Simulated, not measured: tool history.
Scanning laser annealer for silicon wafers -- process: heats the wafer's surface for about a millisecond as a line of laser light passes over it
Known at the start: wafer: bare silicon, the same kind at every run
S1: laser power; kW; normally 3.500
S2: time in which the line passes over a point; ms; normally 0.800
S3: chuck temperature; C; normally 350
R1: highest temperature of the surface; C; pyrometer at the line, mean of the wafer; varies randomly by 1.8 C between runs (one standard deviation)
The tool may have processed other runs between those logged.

run	hour	S1	S2	S3	R1
1	0.0	3.500	0.800	350	1047
2	25.2	3.500	0.800	350	1043
3	42.5	3.500	0.800	350	1043
# hour 60.3: optics aligned, line set to its width
4	71.7	3.500	0.800	350	1046
5	92.5	3.500	0.800	350	1049
6	110.9	3.500	0.598	350	958
7	124.5	3.500	0.598	350	961
8	145.8	3.500	0.598	350	960
9	158.5	3.500	0.598	350	957
10	169.0	3.500	0.598	350	959
11	189.9	3.500	0.800	350	1045
12	207.1	3.500	0.800	350	1044
13	217.4	3.500	0.800	350	1044
14	234.1	3.500	0.800	350	1045
15	247.7	3.601	0.800	350	1067
16	261.5	3.413	0.800	350	1024
17	273.6	3.413	0.800	350	1023
18	291.0	3.413	0.642	350	959
19	311.9	3.413	0.642	350	960
20	324.8	3.500	0.800	350	1046
21	350.0	3.500	0.800	350	1041
22	372.6	3.574	0.633	389	1025
23	397.0	3.414	0.723	359	1000
24	413.7	3.664	0.677	349	1020
25	428.3	3.664	0.677	349	1019
26	452.8	3.664	0.677	335	1005
27	466.2	3.249	0.678	344	934
28	490.5	3.249	0.678	344	932
29	510.1	3.241	0.960	360	1045
30	524.7	3.241	0.960	388	1074
31	542.6	3.579	0.777	335	1025
32	567.0	2.994	0.751	370	932
33	585.0	3.005	0.800	314	894
34	597.0	3.585	0.596	338	949
35	619.6	3.146	0.596	338	870
36	644.0	3.146	0.596	338	867
37	654.3	3.500	0.800	370	1054
38	670.0	3.652	0.815	370	1090
39	686.5	3.652	0.815	370	1095
40	710.5	3.652	0.815	370	1091
41	727.3	3.452	0.717	350	986

Each row is a separate what-if for the run after 41, all from the same tool condition, not one after another. Results?
A	751.6	3.306	0.937	349	?
B	751.6	3.500	0.902	333	?
C	751.6	3.452	0.777	350	?
D	751.6	3.500	0.715	320	?

run	R1
A	1038
B	1049
C	1015
D	966
With no hidden state in the tool, these same runs would have given:
run	R1
A	1066
B	1078
C	1042
D	992
